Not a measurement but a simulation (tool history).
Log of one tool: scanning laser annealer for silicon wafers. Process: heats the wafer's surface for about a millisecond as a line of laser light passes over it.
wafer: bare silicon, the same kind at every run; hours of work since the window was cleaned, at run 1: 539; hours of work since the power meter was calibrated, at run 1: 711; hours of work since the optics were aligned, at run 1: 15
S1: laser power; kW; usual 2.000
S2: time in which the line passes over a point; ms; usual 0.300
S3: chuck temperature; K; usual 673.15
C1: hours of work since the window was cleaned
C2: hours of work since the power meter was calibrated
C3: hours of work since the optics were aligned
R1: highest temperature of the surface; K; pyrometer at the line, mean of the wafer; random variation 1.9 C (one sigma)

Run 1, hour 0.0: usual settings; C1 539; C2 711; C3 15. Result: R1 1462.15 K.
Run 2, hour 44.0: usual settings but S1 1.899 kW; C1 565; C2 737; C3 41. Result: R1 1425.15 K.
Run 3, hour 80.6: usual settings but S1 1.899 kW; C1 586; C2 758; C3 62. Result: R1 1421.15 K.
Run 4, hour 117.5: usual settings but S1 2.162 kW; C1 608; C2 780; C3 84. Result: R1 1524.15 K.
Run 5, hour 180.2: usual settings but S1 2.162 kW; C1 644; C2 816; C3 120. Result: R1 1533.15 K.
Run 6, hour 223.8: usual settings but S3 660.15 K; C1 669; C2 841; C3 145. Result: R1 1455.15 K.
Run 7, hour 267.0: usual settings but S1 1.960 kW, S2 0.358 ms, S3 655.15 K; C1 694; C2 866; C3 170. Result: R1 1496.15 K.
Run 8, hour 305.2: usual settings but S1 1.960 kW, S2 0.358 ms, S3 655.15 K; C1 717; C2 889; C3 193. Result: R1 1499.15 K.
At hour 344.7: window over the wafer cleaned.
Run 9, hour 355.0: usual settings but S2 0.218 ms, S3 677.15 K; C1 6; C2 916; C3 220. Result: R1 1357.15 K.
Run 10, hour 385.6: usual settings but S2 0.218 ms, S3 677.15 K; C1 24; C2 934; C3 238. Result: R1 1359.15 K.
Run 11, hour 436.1: usual settings but S1 1.995 kW, S2 0.266 ms, S3 677.15 K; C1 53; C2 963; C3 268. Result: R1 1424.15 K.

Forecast each of these 4 alternatives for the next run:
Run A, hour 467.6: usual settings but S1 1.995 kW, S2 0.303 ms, S3 655.15 K; C1 71; C2 982; C3 286. Result: R1 ?.
Run B, hour 467.6: usual settings but S1 1.995 kW, S2 0.266 ms, S3 686.15 K; C1 71; C2 982; C3 286. Result: R1 ?.
Run C, hour 467.6: usual settings but S1 1.710 kW, S2 0.277 ms, S3 659.15 K; C1 71; C2 982; C3 286. Result: R1 ?.
Run D, hour 467.6: usual settings but S1 2.172 kW, S2 0.218 ms, S3 636.15 K; C1 71; C2 982; C3 286. Result: R1 ?.

run       R1
  A  1452.15
  B  1431.15
  C  1311.15
  D  1379.15
Without the tool's hidden state the same runs would have given:
run       R1
  A  1453.15
  B  1431.15
  C  1311.15
  D  1379.15
